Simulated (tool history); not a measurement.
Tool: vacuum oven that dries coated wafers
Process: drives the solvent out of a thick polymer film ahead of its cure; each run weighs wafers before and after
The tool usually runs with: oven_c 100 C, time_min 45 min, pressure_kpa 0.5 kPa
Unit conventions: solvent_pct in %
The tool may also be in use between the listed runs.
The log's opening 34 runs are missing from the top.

run,day,oven_c,time_min,pressure_kpa,hours of work since the thermocouples were calibrated,hours of work since the vacuum gauge was cleaned of residue,solvent_pct
35,26.925,103,24,0.454,908,798,5.56
36,27.488,100,33,1.028,915,804,4.88
37,28.596,100,33,1.028,928,817,4.7
38,29.188,111,48,0.858,935,824,1.24
39,30.246,92,65,0.5,947,837,2.7
# day 30.846: oven's thermocouples calibrated
40,30.996,92,65,0.5,2,844,2.58
41,31.783,92,30,0.619,11,854,7.01
42,32.258,92,23,0.619,16,859,8.71
43,32.854,103,45,0.5,23,866,2.17
44,33.629,103,45,0.5,33,875,2.2
45,34.2,105,39,1.628,39,882,3.33
46,34.829,90,40,0.942,47,889,6.24

What if the next run were any one of these 3? Each begins from the tool's condition after run 46:
A,35.458,100,45,1.861,54,897,?
B,35.458,106,40,1.343,54,897,?
C,35.458,85,49,0.251,54,897,?

run,solvent_pct
A,3.86
B,2.74
C,5.33
Stripped of hidden state, with their random variation kept, the same runs would have yielded:
run,solvent_pct
A,3.85
B,2.74
C,5.32

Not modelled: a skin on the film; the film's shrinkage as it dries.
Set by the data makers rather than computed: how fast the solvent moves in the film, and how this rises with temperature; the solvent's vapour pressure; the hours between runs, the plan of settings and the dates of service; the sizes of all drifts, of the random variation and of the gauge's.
